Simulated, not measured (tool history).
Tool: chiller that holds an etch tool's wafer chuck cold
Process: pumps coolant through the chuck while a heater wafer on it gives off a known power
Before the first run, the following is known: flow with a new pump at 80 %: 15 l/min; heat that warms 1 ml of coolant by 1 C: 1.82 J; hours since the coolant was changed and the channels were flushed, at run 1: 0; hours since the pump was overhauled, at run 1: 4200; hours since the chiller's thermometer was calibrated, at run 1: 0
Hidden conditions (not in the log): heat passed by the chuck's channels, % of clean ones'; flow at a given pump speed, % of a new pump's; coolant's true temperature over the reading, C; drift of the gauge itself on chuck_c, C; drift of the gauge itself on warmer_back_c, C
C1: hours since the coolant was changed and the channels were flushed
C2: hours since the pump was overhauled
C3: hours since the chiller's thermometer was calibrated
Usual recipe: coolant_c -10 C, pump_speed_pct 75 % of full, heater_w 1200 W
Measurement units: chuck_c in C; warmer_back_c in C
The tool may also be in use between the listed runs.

Run 1, hour 0.0: usual settings; C1 0; C2 4200; C3 0. Result: chuck_c 0.0 C, warmer_back_c 3.01 C.
Run 2, hour 113.8: usual settings; C1 114; C2 4314; C3 114. Result: chuck_c 0.0 C, warmer_back_c 3.01 C.
Run 3, hour 208.4: usual settings but coolant_c -19 C; C1 208; C2 4409; C3 208. Result: chuck_c -8.9 C, warmer_back_c 3.00 C.
Run 4, hour 349.7: usual settings but coolant_c -19 C; C1 350; C2 4550; C3 350. Result: chuck_c -8.7 C, warmer_back_c 2.95 C.
Run 5, hour 517.2: usual settings but coolant_c -19 C, heater_w 1460 W; C1 517; C2 4718; C3 517. Result: chuck_c -6.7 C, warmer_back_c 3.69 C.
Run 6, hour 689.1: usual settings but coolant_c -19 C, heater_w 1460 W; C1 689; C2 4890; C3 689. Result: chuck_c -6.5 C, warmer_back_c 3.61 C.
Run 7, hour 798.5: usual settings but coolant_c -19 C, heater_w 1460 W; C1 798; C2 4999; C3 798. Result: chuck_c -6.5 C, warmer_back_c 3.71 C.
Run 8, hour 912.4: usual settings but coolant_c -19 C, heater_w 1460 W; C1 912; C2 5113; C3 912. Result: chuck_c -6.4 C, warmer_back_c 3.67 C.
Run 9, hour 1026.3: usual settings but coolant_c -19 C, heater_w 1460 W; C1 1026; C2 5227; C3 1026. Result: chuck_c -6.3 C, warmer_back_c 3.79 C.
Run 10, hour 1132.4: usual settings; C1 1132; C2 5333; C3 1132. Result: chuck_c 0.4 C, warmer_back_c 2.98 C.
Run 11, hour 1237.9: usual settings; C1 1238; C2 5438; C3 1238. Result: chuck_c 0.5 C, warmer_back_c 3.07 C.
Run 12, hour 1378.8: usual settings but coolant_c -17 C, pump_speed_pct 76 % of full, heater_w 947 W; C1 1379; C2 5579; C3 1379. Result: chuck_c -8.7 C, warmer_back_c 2.38 C.
At hour 1391.0: chiller's thermometer calibrated.
Run 13, hour 1504.1: usual settings but coolant_c -8 C, pump_speed_pct 80 % of full, heater_w 947 W; C1 1503; C2 5703; C3 113. Result: chuck_c 0.1 C, warmer_back_c 2.24 C.
Run 14, hour 1625.8: usual settings but coolant_c -3 C, pump_speed_pct 96 % of full; C1 1625; C2 5825; C3 235. Result: chuck_c 5.8 C, warmer_back_c 2.35 C.
Run 15, hour 1744.1: usual settings but heater_w 853 W; C1 1743; C2 5943; C3 353. Result: chuck_c -2.2 C, warmer_back_c 2.19 C.
Run 16, hour 1901.1: usual settings but pump_speed_pct 69 % of full, heater_w 917 W; C1 1900; C2 6100; C3 510. Result: chuck_c -1.0 C, warmer_back_c 2.59 C.
Run 17, hour 1982.3: usual settings but coolant_c -14 C, pump_speed_pct 80 % of full, heater_w 917 W; C1 1981; C2 6182; C3 591. Result: chuck_c -6.1 C, warmer_back_c 2.27 C.
Run 18, hour 2116.3: usual settings but coolant_c -4 C, pump_speed_pct 66 % of full, heater_w 872 W; C1 2115; C2 6316; C3 725. Result: chuck_c 4.7 C, warmer_back_c 2.59 C.
Run 19, hour 2252.8: usual settings but coolant_c -12 C, pump_speed_pct 66 % of full, heater_w 767 W; C1 2252; C2 6452; C3 862. Result: chuck_c -4.2 C, warmer_back_c 2.26 C.
Run 20, hour 2332.9: usual settings but coolant_c -12 C, pump_speed_pct 66 % of full, heater_w 767 W; C1 2332; C2 6532; C3 942. Result: chuck_c -4.4 C, warmer_back_c 2.29 C.
At hour 2355.7: chiller's thermometer calibrated, once more.
Run 21, hour 2464.3: usual settings but coolant_c -12 C, pump_speed_pct 66 % of full, heater_w 767 W; C1 2462; C2 6663; C3 109. Result: chuck_c -4.5 C, warmer_back_c 2.29 C.
Run 22, hour 2569.1: usual settings but coolant_c -12 C, pump_speed_pct 63 % of full, heater_w 886 W; C1 2567; C2 6767; C3 213. Result: chuck_c -3.1 C, warmer_back_c 2.74 C.

Here are 5 independent what-if runs from the current tool condition. What would each one return?
Run A, hour 2723.0: usual settings but pump_speed_pct 93 % of full; C1 2721; C2 6921; C3 367. Result: chuck_c ?, warmer_back_c ?.
Run B, hour 2723.0: usual settings but coolant_c -12 C, pump_speed_pct 65 % of full, heater_w 606 W; C1 2721; C2 6921; C3 367. Result: chuck_c ?, warmer_back_c ?.
Run C, hour 2723.0: usual settings but coolant_c -15 C, pump_speed_pct 65 % of full; C1 2721; C2 6921; C3 367. Result: chuck_c ?, warmer_back_c ?.
Run D, hour 2723.0: usual settings but coolant_c -4 C, pump_speed_pct 63 % of full, heater_w 886 W; C1 2721; C2 6921; C3 367. Result: chuck_c ?, warmer_back_c ?.
Run E, hour 2723.0: usual settings but coolant_c -15 C, heater_w 684 W; C1 2721; C2 6921; C3 367. Result: chuck_c ?, warmer_back_c ?.

run  chuck_c  warmer_back_c
  A     -0.8           2.48
  B     -5.9           1.87
  C     -3.2           3.66
  D      5.2           2.76
  E     -8.9           1.79
What these runs would have given with no unlogged condition in the tool:
run  chuck_c  warmer_back_c
  A     -1.8           2.24
  B     -6.5           1.69
  C     -4.4           3.31
  D      4.2           2.49
  E     -9.5           1.62

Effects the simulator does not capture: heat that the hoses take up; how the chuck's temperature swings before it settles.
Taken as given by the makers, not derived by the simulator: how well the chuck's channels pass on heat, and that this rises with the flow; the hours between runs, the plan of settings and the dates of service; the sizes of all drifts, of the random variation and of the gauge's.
